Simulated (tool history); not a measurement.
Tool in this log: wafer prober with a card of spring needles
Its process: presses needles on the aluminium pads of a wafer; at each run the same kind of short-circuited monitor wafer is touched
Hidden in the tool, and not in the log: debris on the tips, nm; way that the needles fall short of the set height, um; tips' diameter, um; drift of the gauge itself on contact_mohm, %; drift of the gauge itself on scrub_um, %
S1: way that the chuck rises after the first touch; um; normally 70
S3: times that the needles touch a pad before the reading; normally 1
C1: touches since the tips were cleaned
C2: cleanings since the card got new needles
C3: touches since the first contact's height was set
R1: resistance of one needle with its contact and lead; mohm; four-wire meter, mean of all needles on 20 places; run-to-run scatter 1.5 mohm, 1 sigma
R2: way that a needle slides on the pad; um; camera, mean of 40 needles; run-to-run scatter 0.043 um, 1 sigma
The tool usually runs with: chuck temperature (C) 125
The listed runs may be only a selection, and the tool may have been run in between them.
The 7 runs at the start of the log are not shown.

-- hour=53.7 tips cleaned on abrasive film
run 8 hour=60.9 | S1=70 chuck_temperature_(C)=96 S3=1 | C1=3419 C2=29 C3=175353 | R1=140 R2=10.21
-- hour=64.9 tips cleaned on abrasive film
run 9 hour=68.7 | S1=70 chuck_temperature_(C)=96 S3=1 | C1=1790 C2=30 C3=178992 | R1=145 R2=10.27
-- hour=76.2 tips cleaned on abrasive film
run 10 hour=76.8 | S1=70 chuck_temperature_(C)=96 S3=1 | C1=285 C2=31 C3=182797 | R1=141 R2=10.21
-- hour=87.4 tips cleaned on abrasive film
run 11 hour=87.4 | S1=70 chuck_temperature_(C)=125 S3=3 | C1=0 C2=32 C3=187749 | R1=145 R2=10.2
run 12 hour=95.5 | S1=80 chuck_temperature_(C)=125 S3=1 | C1=3841 C2=32 C3=191590 | R1=145 R2=11.65
-- hour=98.3 tips cleaned on abrasive film
run 13 hour=105.6 | S1=80 chuck_temperature_(C)=125 S3=1 | C1=3459 C2=33 C3=196336 | R1=144 R2=11.68
-- hour=109.3 tips cleaned on abrasive film
run 14 hour=116.1 | S1=80 chuck_temperature_(C)=125 S3=1 | C1=3197 C2=34 C3=201276 | R1=144 R2=11.74
-- hour=120.2 tips cleaned on abrasive film
run 15 hour=125.9 | S1=80 chuck_temperature_(C)=125 S3=1 | C1=2732 C2=35 C3=205903 | R1=145 R2=11.75
-- hour=129.7 height of the first contact set anew
-- hour=131.2 tips cleaned on abrasive film
run 16 hour=132.3 | S1=68 chuck_temperature_(C)=125 S3=1 | C1=512 C2=36 C3=1201 | R1=149 R2=9.97
run 17 hour=140 | S1=68 chuck_temperature_(C)=125 S3=1 | C1=4161 C2=36 C3=4850 | R1=151 R2=9.93
-- hour=142.2 tips cleaned on abrasive film
run 18 hour=147.9 | S1=68 chuck_temperature_(C)=125 S3=1 | C1=2707 C2=37 C3=8574 | R1=148 R2=9.92
-- hour=153.2 tips cleaned on abrasive film
run 19 hour=155.4 | S1=56 chuck_temperature_(C)=125 S3=1 | C1=1013 C2=38 C3=12054 | R1=150 R2=8.17
-- hour=164.1 tips cleaned on abrasive film
run 20 hour=164.1 | S1=56 chuck_temperature_(C)=125 S3=1 | C1=0 C2=39 C3=16123 | R1=149 R2=8.2
run 21 hour=168.9 | S1=56 chuck_temperature_(C)=125 S3=1 | C1=2285 C2=39 C3=18408 | R1=149 R2=8.27
-- hour=175.3 tips cleaned on abrasive film
run 22 hour=177.8 | S1=56 chuck_temperature_(C)=98 S3=2 | C1=1210 C2=40 C3=22620 | R1=146 R2=8.19
run 23 hour=184.9 | S1=55 chuck_temperature_(C)=124 S3=3 | C1=4539 C2=40 C3=25949 | R1=153 R2=7.93
-- hour=186.5 tips cleaned on abrasive film
run 24 hour=190 | S1=58 chuck_temperature_(C)=58 S3=3 | C1=1660 C2=41 C3=28341 | R1=136 R2=8.5
run 25 hour=195.9 | S1=61 chuck_temperature_(C)=58 S3=1 | C1=4478 C2=41 C3=31159 | R1=140 R2=8.88
-- hour=198.1 tips cleaned on abrasive film
run 26 hour=205.5 | S1=84 chuck_temperature_(C)=31 S3=1 | C1=3523 C2=42 C3=35640 | R1=129 R2=12.29
-- hour=209.4 tips cleaned on abrasive film
run 27 hour=210.6 | S1=80 chuck_temperature_(C)=31 S3=2 | C1=557 C2=43 C3=38013 | R1=131 R2=11.66
run 28 hour=217.5 | S1=70 chuck_temperature_(C)=58 S3=2 | C1=3827 C2=43 C3=41283 | R1=136 R2=10.2
-- hour=220.6 tips cleaned on abrasive film
run 29 hour=222.3 | S1=73 chuck_temperature_(C)=125 S3=3 | C1=832 C2=44 C3=43542 | R1=145 R2=10.7
run 30 hour=228.7 | S1=73 chuck_temperature_(C)=69 S3=3 | C1=3835 C2=44 C3=46545 | R1=137 R2=10.7

Here are 5 independent what-if runs from the current tool condition. What would each one return?
-- hour=231.7 tips cleaned on abrasive film
run A hour=234.2 | S1=73 chuck_temperature_(C)=69 S3=1 | C1=1159 C2=45 C3=49122 | R1=? R2=?
-- hour=231.7 tips cleaned on abrasive film
run B hour=234.2 | S1=72 chuck_temperature_(C)=69 S3=3 | C1=1159 C2=45 C3=49122 | R1=? R2=?
-- hour=231.7 tips cleaned on abrasive film
run C hour=234.2 | S1=73 chuck_temperature_(C)=69 S3=1 | C1=1159 C2=45 C3=49122 | R1=? R2=?
-- hour=231.7 tips cleaned on abrasive film
run D hour=234.2 | S1=62 chuck_temperature_(C)=58 S3=1 | C1=1159 C2=45 C3=49122 | R1=? R2=?
-- hour=231.7 tips cleaned on abrasive film
run E hour=234.2 | S1=73 chuck_temperature_(C)=59 S3=3 | C1=1159 C2=45 C3=49122 | R1=? R2=?

run=A R1=137 R2=10.61
run=B R1=136 R2=10.54
run=C R1=139 R2=10.7
run=D R1=136 R2=9.01
run=E R1=137 R2=10.69
Had the tool no hidden state, the same runs would have come out as:
run=A R1=137 R2=10.61
run=B R1=136 R2=10.55
run=C R1=139 R2=10.7
run=D R1=136 R2=9.01
run=E R1=137 R2=10.69
